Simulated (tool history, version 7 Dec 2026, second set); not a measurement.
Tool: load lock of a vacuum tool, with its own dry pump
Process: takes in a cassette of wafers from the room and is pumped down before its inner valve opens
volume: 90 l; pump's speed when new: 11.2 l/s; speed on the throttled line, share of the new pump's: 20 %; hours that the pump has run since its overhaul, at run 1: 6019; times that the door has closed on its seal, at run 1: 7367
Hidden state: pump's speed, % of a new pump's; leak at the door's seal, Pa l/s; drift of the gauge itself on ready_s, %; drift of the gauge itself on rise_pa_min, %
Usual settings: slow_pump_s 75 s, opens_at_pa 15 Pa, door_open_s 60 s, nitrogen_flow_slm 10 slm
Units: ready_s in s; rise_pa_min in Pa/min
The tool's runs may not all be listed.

run    hour  slow_pump_s  opens_at_pa  door_open_s  nitrogen_flow_slm  hours that the pump has run since its overhaul  times that the door has closed on its seal  incoming humidity of the room's air, %  ready_s  rise_pa_min
  1     0.0           75           15           60                 10                                            6019                                        7367                                    47.1    136.6        0.066
  2    99.9           75           15           60                 17                                            6119                                        7750                                    46.2    137.2        0.066
  3   208.7           75           15           60                 10                                            6228                                        8166                                    44.0    137.9        0.076
  4   371.3           75           15           60                 10                                            6390                                        8788                                    42.5    137.4        0.082
  5   521.4           75           15           60                 10                                            6540                                        9362                                    42.8    139.2        0.081
  6   679.2           75           15           60                 10                                            6698                                        9965                                    44.9    137.2        0.091
  7   851.7           75           15           60                 10                                            6871                                       10625                                    45.7    136.3        0.095
  8  1055.4           75           15           60                 10                                            7074                                       11404                                    46.5    136.3        0.113
  9  1260.8           75           15           61                 10                                            7280                                       12190                                    46.6    137.2        0.120
 10  1437.2          107           15           60                 10                                            7456                                       12865                                    44.7    164.1        0.130
 11  1628.5          107           15           60                 10                                            7647                                       13597                                    41.3    161.8        0.136
 12  1809.5          107           15           60                 10                                            7828                                       14289                                    42.5    161.6        0.145
 13  1969.8          107           15           60                 10                                            7989                                       14902                                    44.9    163.7        0.153
 14  2097.6           75           15           60                 10                                            8117                                       15391                                    45.1    138.0        0.161
 15  2296.1           75           15           60                 10                                            8315                                       16150                                    43.9    138.4        0.174
 16  2391.8           75           15           60                 14                                            8411                                       16516                                    46.7    139.2        0.178
 17  2584.9           97           12          152                  4                                            8604                                       17255                                    45.5    157.7        0.205
 18  2737.4           97           25          152                  4                                            8756                                       17839                                    42.1    151.7        0.216
 19  2923.1           97           25          152                  4                                            8942                                       18549                                    44.6    152.2        0.234
 20  3111.8           50           15          170                  7                                            9131                                       19271                                    42.7    119.7        0.231
 21  3254.2           75           21           60                 36                                            9273                                       19815                                    44.0    136.8        0.225
 22  3370.2           75           22           60                 36                                            9389                                       20259                                    48.5    135.1        0.232
 23  3471.0           75           10           66                 36                                            9490                                       20645                                    43.8    143.1        0.241
 24  3607.6           75           10           66                 36                                            9626                                       21167                                    47.7    144.7        0.251
 25  3728.5          125           26           92                  5                                            9747                                       21630                                    47.6    172.1        0.269
 26  3864.8          125           26           92                  5                                            9884                                       22151                                    45.8    174.3        0.287
 27  4031.6          125           26           92                  5                                           10051                                       22789                                    45.8    173.0        0.296
 28  4122.1           75           15          239                 10                                           10141                                       23135                                    45.0    141.5        0.311
 29  4287.4           48           19           38                  5                                           10306                                       23768                                    44.1    116.4        0.306
 30  4382.5           75           28           60                 10                                           10401                                       24131                                    47.5    133.8        0.313
 31  4523.0           53           24          182                 16                                           10542                                       24669                                    44.5    117.7        0.322
 32  4671.9           53           24          182                 16                                           10691                                       25238                                    42.2    118.7        0.336

Forecast each of these 5 alternatives for the next run:
  A  4847.7           53           24           64                 16                                           10867                                       25911                                    45.4        ?            ?
  B  4847.7           75           15           60                 34                                           10867                                       25911                                    45.1        ?            ?
  C  4847.7           75           15          127                 37                                           10867                                       25911                                    42.2        ?            ?
  D  4847.7           44           24          196                  9                                           10867                                       25911                                    43.0        ?            ?
  E  4847.7           75           15           60                  4                                           10867                                       25911                                    41.8        ?            ?

run  ready_s  rise_pa_min
  A    120.6        0.346
  B    140.3        0.334
  C    139.8        0.336
  D    111.8        0.370
  E    141.4        0.346
Without the tool's hidden state the same runs would have given:
run  ready_s  rise_pa_min
  A    111.1        0.017
  B    130.8        0.004
  C    130.3        0.008
  D    101.9        0.031
  E    131.8        0.016
